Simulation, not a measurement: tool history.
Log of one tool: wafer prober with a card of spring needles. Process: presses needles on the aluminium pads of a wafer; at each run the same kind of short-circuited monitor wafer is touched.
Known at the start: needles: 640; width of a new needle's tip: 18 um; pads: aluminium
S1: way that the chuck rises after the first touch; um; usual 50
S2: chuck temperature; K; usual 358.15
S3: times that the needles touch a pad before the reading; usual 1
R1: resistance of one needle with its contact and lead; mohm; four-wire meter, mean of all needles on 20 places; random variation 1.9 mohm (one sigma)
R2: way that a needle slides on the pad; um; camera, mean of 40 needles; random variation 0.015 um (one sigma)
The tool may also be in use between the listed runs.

| run | hour | S1 | S2 | S3 | R1 | R2 |
|---|---|---|---|---|---|---|
| 1 | 0.0 | 50 | 358.15 | 1 | 209 | 8.77 |
|  | 14.0 | tips cleaned on abrasive film |
|  | 28.5 | tips cleaned on abrasive film |
| 2 | 37.6 | 33 | 358.15 | 1 | 224 | 5.78 |
|  | 43.8 | tips cleaned on abrasive film |
|  | 44.1 | height of the first contact set anew |
|  | 59.1 | tips cleaned on abrasive film |
| 3 | 69.2 | 33 | 358.15 | 2 | 222 | 5.78 |
|  | 72.5 | tips cleaned on abrasive film |
|  | 86.2 | tips cleaned on abrasive film |
| 4 | 88.8 | 33 | 358.15 | 2 | 222 | 5.83 |
|  | 102.2 | tips cleaned on abrasive film |
|  | 115.8 | tips cleaned on abrasive film |
|  | 129.9 | tips cleaned on abrasive film |
| 5 | 133.4 | 50 | 358.15 | 1 | 209 | 8.79 |
|  | 143.9 | tips cleaned on abrasive film |
|  | 158.3 | tips cleaned on abrasive film |
|  | 171.6 | tips cleaned on abrasive film |
| 6 | 171.6 | 50 | 358.15 | 1 | 211 | 8.78 |
|  | 185.2 | tips cleaned on abrasive film |
| 7 | 193.5 | 50 | 358.15 | 1 | 208 | 8.77 |
|  | 200.9 | tips cleaned on abrasive film |
|  | 214.0 | tips cleaned on abrasive film |
|  | 229.5 | tips cleaned on abrasive film |
| 8 | 236.3 | 50 | 358.15 | 2 | 206 | 8.77 |
|  | 245.4 | tips cleaned on abrasive film |
|  | 257.7 | height of the first contact set anew |
|  | 260.9 | tips cleaned on abrasive film |
|  | 275.8 | tips cleaned on abrasive film |
| 9 | 280.6 | 56 | 306.15 | 1 | 194 | 9.84 |
|  | 290.4 | tips cleaned on abrasive film |
|  | 304.7 | tips cleaned on abrasive film |
|  | 319.5 | tips cleaned on abrasive film |
| 10 | 319.5 | 62 | 298.15 | 2 | 188 | 10.91 |
|  | 334.7 | tips cleaned on abrasive film |
|  | 348.5 | tips cleaned on abrasive film |
| 11 | 348.5 | 50 | 347.15 | 1 | 204 | 8.78 |
|  | 361.6 | tips cleaned on abrasive film |
| 12 | 373.1 | 50 | 347.15 | 1 | 204 | 8.82 |
|  | 376.0 | tips cleaned on abrasive film |
|  | 390.2 | tips cleaned on abrasive film |
| 13 | 400.4 | 50 | 347.15 | 1 | 205 | 8.81 |
|  | 404.7 | tips cleaned on abrasive film |
|  | 417.9 | tips cleaned on abrasive film |
|  | 431.5 | tips cleaned on abrasive film |
| 14 | 434.2 | 61 | 347.15 | 1 | 201 | 10.79 |
|  | 445.3 | tips cleaned on abrasive film |
|  | 460.4 | tips cleaned on abrasive film |
| 15 | 461.8 | 31 | 347.15 | 2 | 223 | 5.46 |

5 ways to go on from here, each from the tool as it stands after run 15. What would each give?
|  | 471.6 | height of the first contact set anew |
|  | 474.9 | tips cleaned on abrasive film |
|  | 488.6 | tips cleaned on abrasive film |
| A | 498.4 | 50 | 315.15 | 1 | ? | ? |
|  | 471.6 | height of the first contact set anew |
|  | 474.9 | tips cleaned on abrasive film |
|  | 488.6 | tips cleaned on abrasive film |
| B | 498.4 | 40 | 313.15 | 2 | ? | ? |
|  | 471.6 | height of the first contact set anew |
|  | 474.9 | tips cleaned on abrasive film |
|  | 488.6 | tips cleaned on abrasive film |
| C | 498.4 | 44 | 335.15 | 2 | ? | ? |
|  | 471.6 | height of the first contact set anew |
|  | 474.9 | tips cleaned on abrasive film |
|  | 488.6 | tips cleaned on abrasive film |
| D | 498.4 | 31 | 347.15 | 2 | ? | ? |
|  | 471.6 | height of the first contact set anew |
|  | 474.9 | tips cleaned on abrasive film |
|  | 488.6 | tips cleaned on abrasive film |
| E | 498.4 | 34 | 330.15 | 1 | ? | ? |

| run | R1 | R2 |
|---|---|---|
| A | 198 | 8.82 |
| B | 203 | 7.04 |
| C | 203 | 7.79 |
| D | 218 | 5.47 |
| E | 213 | 6.02 |
Without the tool's hidden state the same runs would have given:
| run | R1 | R2 |
|---|---|---|
| A | 197 | 8.75 |
| B | 202 | 6.99 |
| C | 202 | 7.74 |
| D | 217 | 5.43 |
| E | 212 | 5.98 |

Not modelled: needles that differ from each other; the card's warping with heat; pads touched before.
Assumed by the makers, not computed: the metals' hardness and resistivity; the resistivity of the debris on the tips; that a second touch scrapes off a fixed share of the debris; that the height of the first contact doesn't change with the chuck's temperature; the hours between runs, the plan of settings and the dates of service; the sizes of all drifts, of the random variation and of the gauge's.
